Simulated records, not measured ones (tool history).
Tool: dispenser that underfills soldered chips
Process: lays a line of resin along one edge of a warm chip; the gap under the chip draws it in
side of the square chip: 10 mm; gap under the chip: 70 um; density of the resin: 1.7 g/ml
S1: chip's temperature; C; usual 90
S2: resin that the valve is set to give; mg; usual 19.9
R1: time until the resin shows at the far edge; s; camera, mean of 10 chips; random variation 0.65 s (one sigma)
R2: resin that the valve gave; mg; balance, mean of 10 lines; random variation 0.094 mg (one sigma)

run	day	S1	S2	R1	R2
1	0	90	19.9	73.9	19.21
# day 0.046: new syringe of resin
2	0.371	90	17.4	78.3	16.73
# day 0.404: new syringe of resin
3	0.575	90	17.4	71	16.68
# day 0.75: new syringe of resin
# day 0.808: dispensing valve cleaned and set on the balance
4	0.888	90	17.4	66.5	17.46
# day 1.154: new syringe of resin
5	1.238	90	17.4	65.1	17.29
6	1.421	90	17.4	74.9	17.28
# day 1.504: new syringe of resin
7	1.683	90	17.4	72	17.17
# day 1.85: new syringe of resin
8	1.879	90	19.9	62.4	19.77
9	2.175	90	23.9	75	23.43
# day 2.212: new syringe of resin
# day 2.567: new syringe of resin
10	2.567	90	23.9	60.6	23.4
# day 2.912: new syringe of resin
11	2.958	90	23.9	62.6	23.21
12	3.125	90	19.9	70.5	19.42
# day 3.262: new syringe of resin
13	3.521	90	19.9	74.3	19.36
# day 3.608: new syringe of resin
14	3.896	90	19.9	75.2	19.14
# day 3.975: new syringe of resin
15	4.067	90	19.9	64.7	19.18
# day 4.154: dispensing valve cleaned and set on the balance
# day 4.371: new syringe of resin
16	4.388	90	19.9	63.5	19.94
17	4.617	90	21.3	72.4	21.26
# day 4.717: new syringe of resin
18	4.846	90	21.3	67.6	21.13
19	5.004	80	19.8	102.2	19.5
# day 5.088: new syringe of resin
20	5.229	75	23.8	103.9	23.33
# day 5.438: new syringe of resin
21	5.438	75	23.8	96.8	23.4
# day 5.788: new syringe of resin
22	5.788	99	21.7	48.6	21.19
23	6.033	99	21.7	56.2	21.05
# day 6.146: new syringe of resin
24	6.238	99	21.7	51.2	21.07
# day 6.492: new syringe of resin
25	6.504	88	18.2	68.1	17.53
26	6.717	85	18.9	81.4	18.33
# day 6.838: new syringe of resin
27	6.904	103	19.9	46	19.27
# day 7.2: new syringe of resin
28	7.275	85	20.3	78.4	19.44
# day 7.483: dispensing valve cleaned and set on the balance
29	7.488	95	24.2	64.5	23.97
# day 7.592: new syringe of resin
30	7.825	90	22.5	71.5	22.41
# day 7.95: new syringe of resin
31	8.146	90	22.5	71.2	22.2

Hidden state or all else? Some run-to-run changes of R1, split into what the settings, what came in and random variation would give without the hidden state, and what is left for the hidden state (with any gauge scatter that isn't in both results):
The hidden state here: resin's viscosity, % of fresh resin's; dose that the valve gives, % of what is set; true chip temperature over the reading, C; drift of the gauge itself on fill_s, %; drift of the gauge itself on given_mg, %.
Run 8 -> 9: S2 19.9 -> 23.9. R1 +12.6 s: hidden state +13, all else -0.4.
Run 9 -> 10: new syringe of resin, new syringe of resin. R1 -14.4 s: hidden state -14.6, all else +0.2.
Run 18 -> 19: S1 90 -> 80, S2 21.3 -> 19.8. R1 +34.6 s: hidden state +13.7, all else +20.9.
Run 21 -> 22: S1 75 -> 99, S2 23.8 -> 21.7, new syringe of resin. R1 -48.2 s: hidden state -4.2, all else -44.
Run 26 -> 27: S1 85 -> 103, S2 18.9 -> 19.9, new syringe of resin. R1 -35.4 s: hidden state -10.6, all else -24.8.
